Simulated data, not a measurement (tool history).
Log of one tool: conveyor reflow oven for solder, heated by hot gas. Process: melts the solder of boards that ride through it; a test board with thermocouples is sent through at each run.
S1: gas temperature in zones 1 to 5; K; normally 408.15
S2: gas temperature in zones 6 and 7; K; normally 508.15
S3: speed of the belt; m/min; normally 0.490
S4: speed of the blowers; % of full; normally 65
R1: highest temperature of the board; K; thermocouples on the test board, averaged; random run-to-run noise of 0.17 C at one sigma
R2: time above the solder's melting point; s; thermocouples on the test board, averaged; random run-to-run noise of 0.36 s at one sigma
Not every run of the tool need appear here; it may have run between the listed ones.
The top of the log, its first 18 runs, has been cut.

Run 19, hour 880.8: usual settings but S2 514.15 K. Result: R1 494.55 K, R2 75.9 s.
Run 20, hour 928.4: usual settings but S2 514.15 K. Result: R1 494.35 K, R2 75.9 s.
Run 21, hour 979.0: usual settings but S2 514.15 K. Result: R1 494.55 K, R2 76.3 s.
At hour 1032.3: flux residue cleaned out of gas plates and filters.
Run 22, hour 1046.4: usual settings but S2 517.15 K, S4 56 % of full. Result: R1 493.85 K, R2 75.4 s.
Run 23, hour 1084.5: usual settings but S2 517.15 K, S4 73 % of full. Result: R1 500.85 K, R2 83.2 s.
Run 24, hour 1136.6: usual settings but S2 517.15 K, S4 73 % of full. Result: R1 500.85 K, R2 81.8 s.
Run 25, hour 1198.9: usual settings but S1 400.15 K, S2 501.15 K, S3 0.567 m/min, S4 68 % of full. Result: R1 478.25 K, R2 45.9 s.
Run 26, hour 1252.0: usual settings but S1 420.15 K, S2 501.15 K, S3 0.567 m/min, S4 68 % of full. Result: R1 482.55 K, R2 59.2 s.
At hour 1277.6: flux residue cleaned out of gas plates and filters.
Run 27, hour 1306.9: usual settings but S1 420.15 K, S2 501.15 K, S3 0.567 m/min, S4 68 % of full. Result: R1 483.75 K, R2 60.8 s.
Run 28, hour 1358.0: usual settings but S1 420.15 K, S2 510.15 K, S3 0.392 m/min, S4 68 % of full. Result: R1 501.75 K, R2 111.6 s.
At hour 1393.3: thermocouples of zones 6 and 7 changed.
Run 29, hour 1409.7: usual settings but S1 420.15 K, S2 510.15 K, S3 0.392 m/min, S4 68 % of full. Result: R1 499.25 K, R2 109.9 s.
Run 30, hour 1448.9: usual settings but S2 516.15 K, S3 0.420 m/min. Result: R1 500.15 K, R2 96.7 s.

3 ways to go on from here, each from the tool as it stands after run 30. What would each give?
Run A, hour 1477.0: usual settings but S1 397.15 K, S2 510.15 K, S3 0.525 m/min. Result: R1 ?, R2 ?.
Run B, hour 1477.0: usual settings but S1 400.15 K, S2 514.15 K, S3 0.543 m/min. Result: R1 ?, R2 ?.
Run C, hour 1477.0: usual settings but S1 416.15 K, S2 516.15 K, S3 0.510 m/min, S4 68 % of full. Result: R1 ?, R2 ?.

run      R1    R2
  A  484.25  57.3
  B  487.35  58.4
  C  496.15  79.0
Stripped of hidden state, with their random variation kept, the same runs would have yielded:
run      R1    R2
  A  484.65  56.2
  B  487.75  57.3
  C  496.55  77.2

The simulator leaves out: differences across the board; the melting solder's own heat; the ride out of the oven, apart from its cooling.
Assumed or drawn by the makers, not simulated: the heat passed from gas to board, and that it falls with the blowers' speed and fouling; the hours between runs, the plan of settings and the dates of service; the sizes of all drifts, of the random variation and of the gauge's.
